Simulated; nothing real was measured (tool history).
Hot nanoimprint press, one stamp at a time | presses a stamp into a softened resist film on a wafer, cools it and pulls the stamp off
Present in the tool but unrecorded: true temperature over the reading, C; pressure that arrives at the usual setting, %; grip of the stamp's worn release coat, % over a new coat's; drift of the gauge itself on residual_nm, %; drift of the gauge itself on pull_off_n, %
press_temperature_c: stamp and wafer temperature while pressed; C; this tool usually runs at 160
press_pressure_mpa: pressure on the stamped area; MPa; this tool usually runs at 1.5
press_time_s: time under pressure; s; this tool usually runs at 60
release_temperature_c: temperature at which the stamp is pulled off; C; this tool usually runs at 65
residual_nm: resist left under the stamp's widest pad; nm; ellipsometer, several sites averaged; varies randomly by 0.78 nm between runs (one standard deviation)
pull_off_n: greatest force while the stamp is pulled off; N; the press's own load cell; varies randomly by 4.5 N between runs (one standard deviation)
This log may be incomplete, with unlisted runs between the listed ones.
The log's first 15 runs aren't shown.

run   hour  press_temperature_c  press_pressure_mpa  press_time_s  release_temperature_c  hours of work since the thermocouple was calibrated  imprints on the stamp's release coat  hours of work since the press's seals were changed  residual_nm  pull_off_n
 16  100.3                  160                 1.5            35                     65                                                  363                                  1313                                                 205        141.6         280
 17  108.1                  159                1.51           106                     73                                                  367                                  1344                                                 210         95.1         265
 18  115.4                  159                1.51           106                     73                                                  371                                  1373                                                 214         95.6         264
 19  120.6                  159                1.51           106                     73                                                  374                                  1394                                                 216           96         262
 20  125.8                  168                1.51            61                     73                                                  377                                  1414                                                 219         76.5         273
 21  135.2                  160                1.51            61                     73                                                  382                                  1452                                                 224        115.3         272
 22    143                  151                1.01            32                     73                                                  386                                  1483                                                 229        237.1         276
 23  151.2                  153                 1.5            60                     70                                                  390                                  1515                                                 233        162.3         282
 24  157.6                  160                 1.5            46                     65                                                  394                                  1541                                                 236        128.8         305
 25  163.7                  159                 1.5            90                     53                                                  397                                  1565                                                 240        103.8         354
 26  170.3                  159                 1.5            90                     53                                                  401                                  1591                                                 243          104         363
 27  176.4                  159                 1.5            90                     53                                                  404                                  1615                                                 247        104.3         347
 28    186                  159                2.11            90                     58                                                  409                                  1653                                                 252         88.9         340
 29  193.1                  159                2.11            90                     58                                                  413                                  1682                                                 256         89.8         349
 30  199.9                  166                2.11            90                     58                                                  417                                  1709                                                 259         61.8         339
 31  204.6                  166                2.11            90                     58                                                  419                                  1727                                                 262         60.4         342

Each row is a separate what-if for the run after 31, all from the same tool condition, not one after another. Results?
  A  209.7                  155                1.06            60                     58                                                  422                                  1748                                                 265            ?           ?
  B  209.7                  166                2.11            42                     58                                                  422                                  1748                                                 265            ?           ?
  C  209.7                  151                2.03            43                     58                                                  422                                  1748                                                 265            ?           ?

run  residual_nm  pull_off_n
  A        170.4         332
  B         85.8         340
  C        180.5         343
Had the tool no hidden state, the same runs would have come out as:
run  residual_nm  pull_off_n
  A        157.8         230
  B         78.2         236
  C          166         238

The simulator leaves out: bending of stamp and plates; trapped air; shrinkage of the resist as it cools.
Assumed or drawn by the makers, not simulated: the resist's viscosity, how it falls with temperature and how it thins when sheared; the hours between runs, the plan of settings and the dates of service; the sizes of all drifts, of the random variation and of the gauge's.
